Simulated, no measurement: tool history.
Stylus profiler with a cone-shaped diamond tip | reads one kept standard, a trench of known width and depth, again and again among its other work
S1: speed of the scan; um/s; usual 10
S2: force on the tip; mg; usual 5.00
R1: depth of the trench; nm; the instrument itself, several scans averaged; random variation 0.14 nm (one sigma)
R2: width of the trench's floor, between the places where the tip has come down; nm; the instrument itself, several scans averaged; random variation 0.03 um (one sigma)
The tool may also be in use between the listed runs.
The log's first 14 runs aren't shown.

run,day,S1,S2,R1,R2
15,7.000,10,5.00,505.90,14360
16,7.575,17,5.00,506.00,14210
17,8.017,10,4.95,505.96,14300
# day 8.088: height scale calibrated on a step standard
18,8.504,10,2.21,502.58,14170
19,8.825,10,2.21,502.57,14210
20,9.212,8,5.00,505.51,14170
21,9.604,8,5.00,505.54,14210
# day 9.883: height scale calibrated on a step standard, once more
22,10.354,8,5.00,506.83,14140
23,10.683,13,5.00,506.72,14120
24,11.100,26,4.03,505.87,14050
25,11.696,26,4.03,506.01,14040
26,12.425,26,4.03,505.89,14000
27,12.962,6,13.04,513.11,14060
28,13.358,3,13.04,512.88,14060
29,13.938,5,5.00,506.77,13980
30,14.600,22,11.63,512.03,13960
31,14.988,19,6.26,507.99,13950
32,15.662,19,6.26,507.77,13930
33,16.271,19,6.26,507.75,13820
34,16.942,5,3.06,504.75,13830
35,17.321,5,2.36,503.76,13820
36,17.875,5,2.36,503.78,13810
37,18.442,2,8.26,509.52,13830
38,19.104,2,8.26,509.54,13770
39,19.625,37,5.71,507.16,13650

Forecast each of these 5 alternatives for the next run:
A,20.200,20,3.28,?,?
B,20.200,15,5.71,?,?
C,20.200,4,5.00,?,?
D,20.200,32,2.41,?,?
E,20.200,5,4.34,?,?

run,R1,R2
A,505.08,13620
B,507.42,13700
C,506.58,13780
D,503.63,13540
E,505.85,13700
Without the tool's hidden state the same runs would have given:
run,R1,R2
A,505.57,15520
B,507.92,15610
C,507.07,15690
D,504.12,15450
E,506.35,15610

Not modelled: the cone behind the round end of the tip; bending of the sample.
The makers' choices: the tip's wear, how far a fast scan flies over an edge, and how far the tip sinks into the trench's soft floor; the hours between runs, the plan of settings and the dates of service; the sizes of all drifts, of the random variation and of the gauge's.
